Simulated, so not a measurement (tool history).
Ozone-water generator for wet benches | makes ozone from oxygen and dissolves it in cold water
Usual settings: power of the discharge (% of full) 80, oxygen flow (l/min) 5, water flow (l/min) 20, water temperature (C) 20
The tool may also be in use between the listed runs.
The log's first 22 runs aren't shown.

| run | hour | power of the discharge (% of full) | oxygen flow (l/min) | water flow (l/min) | water temperature (C) | hours of work since the electrodes were changed | hours of work since the contactor was cleaned | hours of work since the thermometer was calibrated | dissolved ozone (ppm) | ozone in the gas ahead of the water (g/m3) |
|---|---|---|---|---|---|---|---|---|---|---|
| 23 | 3432.8 | 55 | 4.29 | 19 | 26 | 2562 | 4164 | 824 | 21.1 | 204.3 |
| 24 | 3636.9 | 55 | 4.24 | 17 | 18 | 2713 | 4315 | 975 | 25.6 | 205.4 |
| 25 | 3759.7 | 55 | 7.16 | 17 | 13 | 2803 | 4406 | 1066 | 29.2 | 165.5 |
| 26 | 3912.9 | 55 | 7.16 | 17 | 13 | 2917 | 4519 | 1179 | 29.4 | 167.8 |
| 27 | 4057.7 | 40 | 6.58 | 17 | 14 | 3023 | 4626 | 1286 | 22.5 | 133.6 |
| 28 | 4197.2 | 42 | 4.49 | 25 | 16 | 3126 | 4729 | 1389 | 15.8 | 160.8 |
| 29 | 4352 | 96 | 2.54 | 23 | 20 | 3241 | 4843 | 1503 | 26.9 | 400.1 |
| 30 | 4544 | 80 | 5 | 31 | 20 | 3383 | 4985 | 1645 | 21.6 | 260.9 |
| 31 | 4720.9 | 80 | 5 | 31 | 20 | 3513 | 5116 | 1775 | 21.9 | 261.7 |
| 32 | 4815.2 | 96 | 6.08 | 29 | 20 | 3583 | 5185 | 1845 | 27.7 | 280.9 |
| 33 | 4975.6 | 96 | 6.08 | 20 | 19 | 3701 | 5304 | 1963 | 37.4 | 280 |

3 ways to go on from here, each from the tool as it stands after run 33. What would each give?
| A | 5084.2 | 96 | 6.15 | 20 | 23 | 3781 | 5384 | 2043 | ? | ? |
| B | 5084.2 | 76 | 6.08 | 20 | 15 | 3781 | 5384 | 2043 | ? | ? |
| C | 5084.2 | 86 | 3.05 | 14 | 19 | 3781 | 5384 | 2043 | ? | ? |

| run | dissolved ozone (ppm) | ozone in the gas ahead of the water (g/m3) |
|---|---|---|
| A | 34.7 | 280.4 |
| B | 32.2 | 232.4 |
| C | 39.6 | 337.8 |
Without the tool's hidden state the same runs would have given:
| run | dissolved ozone (ppm) | ozone in the gas ahead of the water (g/m3) |
|---|---|---|
| A | 34.8 | 280.9 |
| B | 32.3 | 232.8 |
| C | 39.7 | 338.3 |

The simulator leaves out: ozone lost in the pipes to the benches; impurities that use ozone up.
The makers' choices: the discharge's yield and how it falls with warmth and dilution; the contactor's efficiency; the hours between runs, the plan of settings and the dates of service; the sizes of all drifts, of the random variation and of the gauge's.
